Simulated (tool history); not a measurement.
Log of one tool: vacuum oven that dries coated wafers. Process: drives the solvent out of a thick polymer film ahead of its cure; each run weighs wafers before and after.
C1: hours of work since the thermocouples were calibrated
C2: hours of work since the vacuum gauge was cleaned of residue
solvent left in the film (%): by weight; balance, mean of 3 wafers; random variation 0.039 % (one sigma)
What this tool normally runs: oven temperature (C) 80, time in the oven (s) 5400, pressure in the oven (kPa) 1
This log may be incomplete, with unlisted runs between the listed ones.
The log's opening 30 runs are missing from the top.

{"run": 31, "hour": 380.8, "oven temperature (C)": 80, "time in the oven (s)": 4200, "pressure in the oven (kPa)": 1, "C1": 132, "C2": 354, "solvent left in the film (%)": 2.19}
{"run": 32, "hour": 388.4, "oven temperature (C)": 77, "time in the oven (s)": 5400, "pressure in the oven (kPa)": 1, "C1": 137, "C2": 360, "solvent left in the film (%)": 1.99}
{"run": 33, "hour": 401.3, "oven temperature (C)": 77, "time in the oven (s)": 5400, "pressure in the oven (kPa)": 1, "C1": 146, "C2": 369, "solvent left in the film (%)": 2.05}
{"run": 34, "hour": 410.2, "oven temperature (C)": 80, "time in the oven (s)": 5400, "pressure in the oven (kPa)": 0.55, "C1": 153, "C2": 375, "solvent left in the film (%)": 1.27}
{"run": 35, "hour": 423.9, "oven temperature (C)": 80, "time in the oven (s)": 5400, "pressure in the oven (kPa)": 0.55, "C1": 162, "C2": 384, "solvent left in the film (%)": 1.21}
{"run": 36, "hour": 434.6, "oven temperature (C)": 85, "time in the oven (s)": 4440, "pressure in the oven (kPa)": 0.82, "C1": 170, "C2": 392, "solvent left in the film (%)": 1.05}
{"run": 37, "hour": 446.6, "oven temperature (C)": 84, "time in the oven (s)": 3120, "pressure in the oven (kPa)": 0.65, "C1": 178, "C2": 400, "solvent left in the film (%)": 2.17}
{"run": 38, "hour": 461.3, "oven temperature (C)": 67, "time in the oven (s)": 3900, "pressure in the oven (kPa)": 1.22, "C1": 188, "C2": 411, "solvent left in the film (%)": 6.81}
{"run": 39, "hour": 478.0, "oven temperature (C)": 67, "time in the oven (s)": 3900, "pressure in the oven (kPa)": 1.22, "C1": 200, "C2": 422, "solvent left in the film (%)": 6.8}
{"run": 40, "hour": 490.0, "oven temperature (C)": 91, "time in the oven (s)": 3420, "pressure in the oven (kPa)": 0.61, "C1": 208, "C2": 431, "solvent left in the film (%)": 0.79}
{"run": 41, "hour": 502.2, "oven temperature (C)": 91, "time in the oven (s)": 3420, "pressure in the oven (kPa)": 0.61, "C1": 217, "C2": 439, "solvent left in the film (%)": 0.65}

Alternative continuations, all from the tool just after run 41; predict every row:
{"run": "A", "hour": 510.0, "oven temperature (C)": 80, "time in the oven (s)": 5400, "pressure in the oven (kPa)": 0.93, "C1": 222, "C2": 445, "solvent left in the film (%)": "?"}
{"run": "B", "hour": 510.0, "oven temperature (C)": 76, "time in the oven (s)": 5460, "pressure in the oven (kPa)": 0.95, "C1": 222, "C2": 445, "solvent left in the film (%)": "?"}
{"run": "C", "hour": 510.0, "oven temperature (C)": 86, "time in the oven (s)": 8820, "pressure in the oven (kPa)": 0.51, "C1": 222, "C2": 445, "solvent left in the film (%)": "?"}
{"run": "D", "hour": 510.0, "oven temperature (C)": 71, "time in the oven (s)": 4620, "pressure in the oven (kPa)": 0.61, "C1": 222, "C2": 445, "solvent left in the film (%)": "?"}
{"run": "E", "hour": 510.0, "oven temperature (C)": 90, "time in the oven (s)": 2880, "pressure in the oven (kPa)": 0.85, "C1": 222, "C2": 445, "solvent left in the film (%)": "?"}

run=A solvent_left_in_the_film_(%)=1.47
run=B solvent_left_in_the_film_(%)=2.21
run=C solvent_left_in_the_film_(%)=0.3
run=D solvent_left_in_the_film_(%)=4.26
run=E solvent_left_in_the_film_(%)=1.24
Without the tool's hidden state the same runs would have given:
run=A solvent_left_in_the_film_(%)=1.36
run=B solvent_left_in_the_film_(%)=2.07
run=C solvent_left_in_the_film_(%)=0.25
run=D solvent_left_in_the_film_(%)=4.09
run=E solvent_left_in_the_film_(%)=1.15

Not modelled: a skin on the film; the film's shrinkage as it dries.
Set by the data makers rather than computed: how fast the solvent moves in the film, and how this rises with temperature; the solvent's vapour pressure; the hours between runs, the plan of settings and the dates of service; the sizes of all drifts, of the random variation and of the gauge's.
